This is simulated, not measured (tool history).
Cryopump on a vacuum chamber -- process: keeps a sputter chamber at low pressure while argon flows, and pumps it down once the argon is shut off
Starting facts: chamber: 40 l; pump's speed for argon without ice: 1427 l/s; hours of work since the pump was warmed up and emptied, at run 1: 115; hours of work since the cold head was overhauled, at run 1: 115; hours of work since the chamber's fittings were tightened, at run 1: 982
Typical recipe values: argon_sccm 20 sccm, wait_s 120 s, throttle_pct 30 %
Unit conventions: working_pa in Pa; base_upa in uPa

run,hour,argon_sccm,wait_s,throttle_pct,hours of work since the pump was warmed up and emptied,hours of work since the cold head was overhauled,hours of work since the chamber's fittings were tightened,working_pa,base_upa
1,0.0,20,120,30,115,115,982,0.0796,2.81
2,11.2,20,120,20,124,124,991,0.1185,2.92
3,26.3,20,120,20,136,136,1003,0.1200,2.96
4,34.3,20,120,29,143,143,1010,0.0836,2.92
5,44.4,20,120,38,151,151,1018,0.0627,2.94
6,55.7,20,120,57,160,160,1027,0.0421,2.98
7,65.2,20,120,57,167,167,1035,0.0430,3.08
8,72.5,22,120,30,173,173,1040,0.0881,3.03
9,87.9,22,120,30,186,186,1053,0.0891,3.03
10,95.3,22,120,30,191,191,1059,0.0882,3.02
11,111.6,20,120,35,205,205,1072,0.0701,3.15
12,121.1,20,120,35,212,212,1079,0.0696,3.14
13,130.2,23,84,35,220,220,1087,0.0794,3.36
14,143.2,23,210,19,230,230,1097,0.1446,2.98
15,158.1,20,96,30,242,242,1109,0.0810,3.41
16,165.6,20,96,30,248,248,1115,0.0815,3.33
17,179.6,20,96,30,259,259,1126,0.0807,3.38
18,188.9,20,141,59,267,267,1134,0.0428,3.23
19,202.4,20,184,18,277,277,1145,0.1343,3.27
20,209.8,20,184,18,283,283,1151,0.1346,3.24
21,225.7,23,26,18,296,296,1163,0.1547,5.44
22,241.6,20,120,19,309,309,1176,0.1259,3.44

Each run again, without the hidden state but with its own random variation kept:
Hidden conditions of the tool in this case: pump's speed, % of a pump's without ice; cold plate's temperature, K; leak into the chamber, uPa l/s; drift of the gauge itself on working_pa, %; drift of the gauge itself on base_upa, %.
run,working_pa,base_upa
1,0.0787,0.71
2,0.1176,0.78
3,0.1190,0.76
4,0.0825,0.74
5,0.0616,0.76
6,0.0410,0.74
7,0.0417,0.78
8,0.0866,0.73
9,0.0876,0.71
10,0.0866,0.73
11,0.0686,0.74
12,0.0680,0.78
13,0.0775,0.97
14,0.1426,0.54
15,0.0792,0.90
16,0.0796,0.85
17,0.0787,0.85
18,0.0407,0.65
19,0.1322,0.58
20,0.1324,0.55
21,0.1520,2.72
22,0.1235,0.75
